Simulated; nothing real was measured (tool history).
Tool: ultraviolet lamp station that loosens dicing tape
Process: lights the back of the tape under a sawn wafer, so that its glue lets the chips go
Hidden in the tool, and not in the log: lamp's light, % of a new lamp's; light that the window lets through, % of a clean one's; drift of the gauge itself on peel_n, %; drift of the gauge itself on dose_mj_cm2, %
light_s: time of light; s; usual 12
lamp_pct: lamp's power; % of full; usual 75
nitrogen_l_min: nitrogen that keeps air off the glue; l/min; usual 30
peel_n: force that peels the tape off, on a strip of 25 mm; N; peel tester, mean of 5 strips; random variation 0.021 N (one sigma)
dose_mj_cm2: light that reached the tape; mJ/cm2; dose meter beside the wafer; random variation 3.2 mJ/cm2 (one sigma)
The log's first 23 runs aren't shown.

run   hour  light_s  lamp_pct  nitrogen_l_min  hours of work of the lamp  hours of work since the window was cleaned  peel_n  dose_mj_cm2
 24  172.8       10        72              23                        399                                         246   1.952          352
 25  180.8       10        72              23                        406                                         253   1.954          353
 26  187.4       12        65              21                        411                                         258   1.884          383
 27  193.8       12        65              21                        416                                         263    1.86          375
 28  198.7       19        99              10                        420                                         267   0.617          913
 29  204.8       19        90              12                        425                                         272    0.64          826
 30  210.4       15        85              30                        429                                         276   0.637          605
 31  218.9       15        85              50                        436                                         283   0.478          614
 32  227.9       15        85              50                        443                                         290   0.467          613
 33    237       15        85              50                        450                                         297   0.462          618
 34  244.5       15        85              50                        456                                         303   0.455          606
 35  252.3        9        66              54                        463                                         309    1.87          283
 36    259       23        69              38                        468                                         315   0.342          763
 37    265       15        65              30                        473                                         319   1.095          467
 38  275.2       15        68              30                        481                                         327   1.028          486
 39  280.4       15        68              30                        485                                         332   1.011          489
 40  285.1       10        86               9                        489                                         335    2.43          411
 41  295.1       12        66              17                        496                                         343   2.028          378
 42  300.2       12        66              17                        500                                         347   2.027          377
 43  305.9       23        66              11                        505                                         352   0.921          722

5 ways to go on from here, each from the tool as it stands after run 43. What would each give?
  A   311       11        75              30                        509                                         356       ?            ?
  B   311       23        82              23                        509                                         356       ?            ?
  C   311       13        66              11                        509                                         356       ?            ?
  D   311       17        66              11                        509                                         356       ?            ?
  E   311       18        87              24                        509                                         356       ?            ?

run  peel_n  dose_mj_cm2
  A   1.481          385
  B   0.337          902
  C   2.206          406
  D   1.537          538
  E   0.495          740
Without the tool's hidden state the same runs would have given:
run  peel_n  dose_mj_cm2
  A   1.192          440
  B   0.255         1029
  C   1.867          463
  D   1.244          613
  E   0.371          844
